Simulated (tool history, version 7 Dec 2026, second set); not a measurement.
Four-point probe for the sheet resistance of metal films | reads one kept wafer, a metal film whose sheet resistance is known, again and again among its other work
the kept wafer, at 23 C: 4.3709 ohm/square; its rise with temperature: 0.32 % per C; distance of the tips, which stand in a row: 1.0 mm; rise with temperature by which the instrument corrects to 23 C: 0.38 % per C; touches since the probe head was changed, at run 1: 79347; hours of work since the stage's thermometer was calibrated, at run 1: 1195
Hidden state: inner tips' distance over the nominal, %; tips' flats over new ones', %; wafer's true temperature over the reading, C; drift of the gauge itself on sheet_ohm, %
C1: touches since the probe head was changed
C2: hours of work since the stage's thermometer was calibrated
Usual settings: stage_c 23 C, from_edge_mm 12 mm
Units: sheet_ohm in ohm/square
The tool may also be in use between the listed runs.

{"run": 1, "hour": 0.0, "stage_c": 23, "from_edge_mm": 12, "C1": 79347, "C2": 1195, "sheet_ohm": 4.383853}
{"run": 2, "hour": 43.0, "stage_c": 23, "from_edge_mm": 12, "C1": 80342, "C2": 1220, "sheet_ohm": 4.383445}
{"run": 3, "hour": 90.5, "stage_c": 23, "from_edge_mm": 12, "C1": 81443, "C2": 1248, "sheet_ohm": 4.383546}
{"run": 4, "hour": 143.8, "stage_c": 23, "from_edge_mm": 12, "C1": 82678, "C2": 1280, "sheet_ohm": 4.382619}
{"run": 5, "hour": 229.9, "stage_c": 26, "from_edge_mm": 12, "C1": 84672, "C2": 1330, "sheet_ohm": 4.37605}
{"run": 6, "hour": 286.3, "stage_c": 23, "from_edge_mm": 12, "C1": 85978, "C2": 1363, "sheet_ohm": 4.384047}
{"run": 7, "hour": 368.4, "stage_c": 23, "from_edge_mm": 12, "C1": 87881, "C2": 1411, "sheet_ohm": 4.383139}
{"run": 8, "hour": 469.7, "stage_c": 22, "from_edge_mm": 33, "C1": 90225, "C2": 1471, "sheet_ohm": 4.373563}
{"hour": 475.3, "done": "stage's thermometer calibrated"}
{"run": 9, "hour": 536.6, "stage_c": 27, "from_edge_mm": 4, "C1": 91764, "C2": 36, "sheet_ohm": 4.4983}
{"run": 10, "hour": 592.4, "stage_c": 27, "from_edge_mm": 4, "C1": 93056, "C2": 69, "sheet_ohm": 4.498566}
{"run": 11, "hour": 677.5, "stage_c": 23, "from_edge_mm": 32, "C1": 95027, "C2": 118, "sheet_ohm": 4.367837}
{"run": 12, "hour": 732.7, "stage_c": 23, "from_edge_mm": 32, "C1": 96306, "C2": 151, "sheet_ohm": 4.369868}
{"run": 13, "hour": 792.4, "stage_c": 23, "from_edge_mm": 32, "C1": 97690, "C2": 186, "sheet_ohm": 4.36828}

Forecast each of these 3 alternatives for the next run:
{"hour": 878.0, "done": "stage's thermometer calibrated, once more"}
{"run": "A", "hour": 886.0, "stage_c": 23, "from_edge_mm": 69, "C1": 99845, "C2": 5, "sheet_ohm": "?"}
{"hour": 878.0, "done": "stage's thermometer calibrated, once more"}
{"run": "B", "hour": 886.0, "stage_c": 28, "from_edge_mm": 4, "C1": 99845, "C2": 5, "sheet_ohm": "?"}
{"hour": 878.0, "done": "stage's thermometer calibrated, once more"}
{"run": "C", "hour": 886.0, "stage_c": 34, "from_edge_mm": 5, "C1": 99845, "C2": 5, "sheet_ohm": "?"}

run=A sheet_ohm=4.373618
run=B sheet_ohm=4.500636
run=C sheet_ohm=4.436015
Without the tool's hidden state the same runs would have given:
run=A sheet_ohm=4.371544
run=B sheet_ohm=4.498493
run=C sheet_ohm=4.43388
